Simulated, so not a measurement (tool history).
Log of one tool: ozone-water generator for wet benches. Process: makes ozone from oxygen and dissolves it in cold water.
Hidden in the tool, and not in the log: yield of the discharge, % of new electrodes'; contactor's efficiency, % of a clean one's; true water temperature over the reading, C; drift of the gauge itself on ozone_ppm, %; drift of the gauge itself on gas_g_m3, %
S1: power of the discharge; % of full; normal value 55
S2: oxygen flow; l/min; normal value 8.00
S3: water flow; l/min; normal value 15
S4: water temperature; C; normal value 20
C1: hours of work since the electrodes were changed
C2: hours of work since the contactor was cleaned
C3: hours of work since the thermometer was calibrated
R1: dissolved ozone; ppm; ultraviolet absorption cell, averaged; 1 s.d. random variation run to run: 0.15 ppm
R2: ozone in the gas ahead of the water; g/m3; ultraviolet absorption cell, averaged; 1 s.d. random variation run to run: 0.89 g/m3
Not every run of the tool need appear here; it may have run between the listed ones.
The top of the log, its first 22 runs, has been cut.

Run 23, hour 579.6: usual settings but S1 52 % of full, S2 6.57 l/min, S4 19 C; C1 372; C2 1763; C3 46. Result: R1 17.6 ppm, R2 155.8 g/m3.
Run 24, hour 608.1: usual settings but S1 97 % of full, S2 6.57 l/min, S3 19 l/min, S4 12 C; C1 390; C2 1781; C3 64. Result: R1 29.1 ppm, R2 267.2 g/m3.
Run 25, hour 640.2: usual settings but S1 97 % of full, S2 6.57 l/min, S3 19 l/min, S4 12 C; C1 410; C2 1801; C3 84. Result: R1 28.9 ppm, R2 265.6 g/m3.
Run 26, hour 654.9: usual settings but S1 97 % of full, S2 6.57 l/min, S3 19 l/min, S4 12 C; C1 419; C2 1810; C3 93. Result: R1 28.8 ppm, R2 266.4 g/m3.
Run 27, hour 689.0: usual settings but S2 8.59 l/min; C1 440; C2 1831; C3 114. Result: R1 17.8 ppm, R2 139.5 g/m3.
Run 28, hour 722.3: usual settings but S1 69 % of full, S2 8.59 l/min, S3 18 l/min, S4 18 C; C1 461; C2 1852; C3 135. Result: R1 19.7 ppm, R2 172.1 g/m3.
Run 29, hour 750.8: usual settings but S1 88 % of full, S3 17 l/min; C1 479; C2 1870; C3 153. Result: R1 24.5 ppm, R2 220.1 g/m3.
Run 30, hour 770.4: usual settings but S1 42 % of full, S2 14.29 l/min, S3 16 l/min, S4 27 C; C1 491; C2 1882; C3 165. Result: R1 9.8 ppm, R2 85.4 g/m3.
Run 31, hour 794.2: usual settings but S1 73 % of full, S4 24 C; C1 506; C2 1897; C3 180. Result: R1 20.6 ppm, R2 186.6 g/m3.
Run 32, hour 810.0: usual settings but S1 73 % of full, S4 24 C; C1 516; C2 1907; C3 190. Result: R1 20.5 ppm, R2 186.9 g/m3.

Consider 5 possible next runs. They are alternatives, not a sequence: every one starts from the tool as it was left by run 32. What does each give?
Run A, hour 844.9: usual settings but S2 5.70 l/min, S3 20 l/min; C1 538; C2 1929; C3 212. Result: R1 ?, R2 ?.
Run B, hour 844.9: usual settings but S1 54 % of full, S4 24 C; C1 538; C2 1929; C3 212. Result: R1 ?, R2 ?.
Run C, hour 844.9: usual settings but S1 95 % of full, S2 12.92 l/min, S3 12 l/min, S4 24 C; C1 538; C2 1929; C3 212. Result: R1 ?, R2 ?.
Run D, hour 844.9: usual settings but S4 27 C; C1 538; C2 1929; C3 212. Result: R1 ?, R2 ?.
Run E, hour 844.9: usual settings but S1 82 % of full, S2 4.95 l/min; C1 538; C2 1929; C3 212. Result: R1 ?, R2 ?.

run    R1     R2
  A  15.2  175.8
  B  15.9  143.2
  C  24.6  177.8
  D  14.7  147.5
  E  26.3  267.0
Take away the tool's hidden state, keep each run's random variation, and the runs would have read:
run    R1     R2
  A  15.7  177.1
  B  16.4  144.2
  C  25.4  179.7
  D  15.2  148.5
  E  27.2  269.7
